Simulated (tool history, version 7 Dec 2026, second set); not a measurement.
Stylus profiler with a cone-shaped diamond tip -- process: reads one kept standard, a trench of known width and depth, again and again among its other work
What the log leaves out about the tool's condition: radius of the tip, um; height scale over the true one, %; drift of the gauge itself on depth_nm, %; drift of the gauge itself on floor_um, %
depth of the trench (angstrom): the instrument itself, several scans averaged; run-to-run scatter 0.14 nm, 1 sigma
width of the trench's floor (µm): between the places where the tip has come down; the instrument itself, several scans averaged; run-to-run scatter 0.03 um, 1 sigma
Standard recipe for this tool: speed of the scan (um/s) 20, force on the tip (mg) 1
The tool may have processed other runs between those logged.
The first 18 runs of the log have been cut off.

run    hour  speed of the scan (um/s)  force on the tip (mg)  scans with this tip  hours of work since the height scale was calibrated  depth of the trench (angstrom)  width of the trench's floor (µm)
 19  1308.2                        30                   0.62                 4246                                                  137                          5024.6                             15.26
 20  1362.1                        48                   2.66                 4421                                                  180                          5073.6                             15.23
 21  1426.4                         6                   0.71                 4630                                                  231                          5026.3                             15.35
 22  1516.7                        51                   1.35                 4923                                                  303                          5042.3                             15.05
 23  1569.7                        18                   1.89                 5096                                                  346                          5051.3                             15.12
 24    1658                        11                   1.05                 5382                                                  416                          5032.4                             15.07
 25  1722.5                        23                   2.38                 5592                                                  468                          5062.5                                15
 26  1794.7                        79                   0.44                 5826                                                  526                          5007.3                             14.43
 27  1870.5                        72                   0.95                 6073                                                  586                          5027.1                             14.53
 28  1947.2                        12                   2.02                 6322                                                  648                          5050.5                             14.82
 29  2050.2                        12                   2.02                 6656                                                  730                          5046.9                             14.74
 30  2164.3                        12                   2.02                 7027                                                  821                          5046.1                             14.67
 31  2246.7                        12                   2.02                 7294                                                  887                          5040.3                             14.59
 32  2321.5                        13                   2.02                 7537                                                  947                          5043.5                             14.49

Forecast each of these 5 alternatives for the next run:
  A  2386.9                        11                   0.53                 7750                                                  999                               ?                                 ?
  B  2386.9                        72                   2.02                 7750                                                  999                               ?                                 ?
  C  2386.9                         7                   0.89                 7750                                                  999                               ?                                 ?
  D  2386.9                        31                   0.61                 7750                                                  999                               ?                                 ?
  E  2386.9                        44                   0.89                 7750                                                  999                               ?                                 ?

run  depth of the trench (angstrom)  width of the trench's floor (µm)
  A                          4999.8                             14.36
  B                          5038.9                             14.26
  C                            5012                             14.41
  D                          5002.4                             14.28
  E                          5013.3                             14.25
Without the tool's unlogged condition, the same runs would have read:
run  depth of the trench (angstrom)  width of the trench's floor (µm)
  A                          5027.2                             16.88
  B                          5066.5                             16.78
  C                          5039.5                             16.93
  D                          5029.8                              16.8
  E                          5040.8                             16.76

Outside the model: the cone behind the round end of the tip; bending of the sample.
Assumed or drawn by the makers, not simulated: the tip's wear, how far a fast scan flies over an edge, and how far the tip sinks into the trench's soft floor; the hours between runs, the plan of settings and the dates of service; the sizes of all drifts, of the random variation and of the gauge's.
